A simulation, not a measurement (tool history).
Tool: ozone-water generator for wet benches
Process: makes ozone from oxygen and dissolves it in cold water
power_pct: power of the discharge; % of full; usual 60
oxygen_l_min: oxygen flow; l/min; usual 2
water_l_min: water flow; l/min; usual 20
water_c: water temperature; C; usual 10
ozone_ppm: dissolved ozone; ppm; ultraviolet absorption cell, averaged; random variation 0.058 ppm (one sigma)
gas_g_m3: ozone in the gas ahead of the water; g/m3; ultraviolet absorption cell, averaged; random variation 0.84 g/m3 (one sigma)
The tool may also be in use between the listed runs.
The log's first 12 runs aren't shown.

run    hour  power_pct  oxygen_l_min  water_l_min  water_c  hours of work since the electrodes were changed  hours of work since the contactor was cleaned  hours of work since the thermometer was calibrated  ozone_ppm  gas_g_m3
 13  1137.8         60             2           20       10                                             5457                                           1880                                                3164       5.11     110.6
 14  1258.5         60             2           20       10                                             5563                                           1987                                                3271       4.98     110.1
 15  1328.4         60             2           20       10                                             5625                                           2049                                                3333          5     110.5
 16  1448.6         60             2           20       10                                             5731                                           2155                                                3439       5.02       110
 17    1590         60             2           20       10                                             5856                                           2280                                                3564       4.94     108.6
 18  1680.4         60             2           20       17                                             5936                                           2360                                                3643        4.7     108.1
 19    1754         58          2.35           28       12                                             6001                                           2425                                                3708       3.51     101.3
 20  1859.1         58          2.35           28       12                                             6094                                           2517                                                3801       3.45     101.4
 21  2017.1         60          1.21           20        7                                             6233                                           2657                                                3941       3.88     126.2
 22  2148.3         60          1.21           20        7                                             6349                                           2773                                                4056        3.9     124.7
 23  2252.4         60          1.21           20        7                                             6441                                           2865                                                4148        3.7       127
 24    2350         60          2.81           15        7                                             6527                                           2951                                                4234       7.88      94.9
 25  2416.8         41             2           29       11                                             6586                                           3010                                                4293       2.58      90.2
 26  2532.6         41          3.28           23        9                                             6688                                           3112                                                4396       4.45      76.9
     2605.9  -- water thermometer calibrated
     2621.1  -- electrodes of the discharge changed
 27  2646.5         41          3.28           23        9                                               22                                           3207                                                  31       5.31      92.6
 28  2788.6         41          3.28           23        9                                              148                                           3332                                                 156       5.24      92.5

Run 29 comes next. What will it give?
 29  2870.6         92          3.43           20       10                                              220                                           3405                                                 228          ?         ?

ozone_ppm: 9.72 ppm
gas_g_m3: 142.9 g/m3
Without the tool's hidden state the same run would have given ozone_ppm 10.07 ppm, gas_g_m3 142.7 g/m3.
